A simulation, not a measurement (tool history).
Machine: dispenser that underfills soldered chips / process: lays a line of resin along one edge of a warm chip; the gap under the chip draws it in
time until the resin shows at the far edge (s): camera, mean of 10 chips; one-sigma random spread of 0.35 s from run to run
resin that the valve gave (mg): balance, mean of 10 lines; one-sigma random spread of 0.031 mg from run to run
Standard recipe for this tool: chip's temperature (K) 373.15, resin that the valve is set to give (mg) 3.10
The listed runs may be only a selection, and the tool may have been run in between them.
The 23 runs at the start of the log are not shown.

run,hour,chip's temperature (K),resin that the valve is set to give (mg),hours of work since the syringe was changed,hours of work since the valve was cleaned,hours of work since the stage was calibrated,time until the resin shows at the far edge (s),resin that the valve gave (mg)
24,142.9,371.15,3.10,6,27,113,31.3,3.02
# hour 149.0: new syringe of resin
25,149.4,371.15,3.10,0,32,118,19.7,2.95
26,156.3,371.15,3.10,6,38,123,30.5,2.99
# hour 163.0: new syringe of resin
27,164.7,382.15,3.47,1,44,130,14.5,3.28
28,172.9,374.15,3.47,8,51,136,32.2,3.29
# hour 177.2: new syringe of resin
29,180.6,371.15,3.84,3,57,142,23.1,3.68
30,185.2,369.15,3.04,6,60,146,34.5,2.87
# hour 191.4: new syringe of resin
31,192.4,369.15,3.04,1,66,151,21.9,2.89
32,198.3,366.15,3.10,5,70,156,35.2,2.86
# hour 205.4: new syringe of resin
33,205.9,366.15,3.10,0,76,162,24.4,2.86
34,212.7,371.15,3.51,6,82,167,30.1,3.29
# hour 218.8: dispensing valve cleaned and set on the balance
35,218.8,376.15,2.73,10,0,171,35.4,2.72

3 ways to go on from here, each from the tool as it stands after run 35. What would each give?
# hour 220.5: new syringe of resin
A,227.3,360.15,3.10,5,6,178,?,?
# hour 220.5: new syringe of resin
B,227.3,368.15,3.89,5,6,178,?,?
# hour 220.5: new syringe of resin
C,227.3,382.15,2.73,5,6,178,?,?

run,time until the resin shows at the far edge (s),resin that the valve gave (mg)
A,41.7,3.08
B,30.1,3.88
C,21.3,2.70
Had the tool no hidden state, the same runs would have come out as:
run,time until the resin shows at the far edge (s),resin that the valve gave (mg)
A,28.3,3.08
B,20.4,3.88
C,14.5,2.71

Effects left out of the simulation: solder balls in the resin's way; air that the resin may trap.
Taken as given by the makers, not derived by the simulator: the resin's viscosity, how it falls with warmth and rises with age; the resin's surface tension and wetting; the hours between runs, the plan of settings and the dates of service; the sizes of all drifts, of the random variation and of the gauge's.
